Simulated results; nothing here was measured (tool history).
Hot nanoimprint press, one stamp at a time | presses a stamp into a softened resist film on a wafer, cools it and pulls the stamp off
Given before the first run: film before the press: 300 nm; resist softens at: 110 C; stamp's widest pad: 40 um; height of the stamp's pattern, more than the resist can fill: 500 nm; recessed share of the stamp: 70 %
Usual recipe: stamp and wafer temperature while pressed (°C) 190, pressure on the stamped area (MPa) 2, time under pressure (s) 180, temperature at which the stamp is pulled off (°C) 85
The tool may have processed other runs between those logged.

run	hour	stamp and wafer temperature while pressed (°C)	pressure on the stamped area (MPa)	time under pressure (s)	temperature at which the stamp is pulled off (°C)	resist left under the stamp's widest pad (Å)	greatest force while the stamp is pulled off (N)
1	0	190	2	180	85	1165	248
2	11.2	190	2	180	85	1158	249
3	23.3	190	2	180	85	1163	253
4	45.3	190	2	180	79	1169	278
5	64.6	190	2	180	79	1179	289
6	84.2	190	2	180	79	1179	290
7	104.7	190	2	180	85	1180	264
8	124.3	190	2	180	85	1182	264
9	143.5	190	2	180	85	1195	263
10	161.2	190	2	180	85	1193	266
# hour 171.3: stamp cleaned and given a new release coat
11	191.5	190	2	180	85	1191	240
12	212.3	190	1.31	180	86	1500	238
13	234.1	190	1.31	180	86	1501	239
14	258.2	190	1.31	180	86	1508	249
15	270.4	190	1.52	120	84	1591	252
16	286	190	1.87	161	85	1299	248
17	307.5	190	1.87	161	85	1301	254
18	327	190	1.86	152	85	1342	256
19	340	190	1.86	152	85	1332	260
20	353.5	198	2.69	152	85	801	257
21	370.4	185	2	263	79	1315	292

Below are 4 alternative next runs, each starting from the tool's condition after run 21. Predict each:
A	390.4	179	2	263	87	?	?
B	390.4	185	2	225	79	?	?
C	390.4	185	2	141	79	?	?
D	390.4	201	2	263	75	?	?

run	resist left under the stamp's widest pad (Å)	greatest force while the stamp is pulled off (N)
A	1673	257
B	1383	297
C	1601	293
D	707	313
With no hidden state in the tool, these same runs would have given:
run	resist left under the stamp's widest pad (Å)	greatest force while the stamp is pulled off (N)
A	1596	228
B	1317	264
C	1529	261
D	675	279
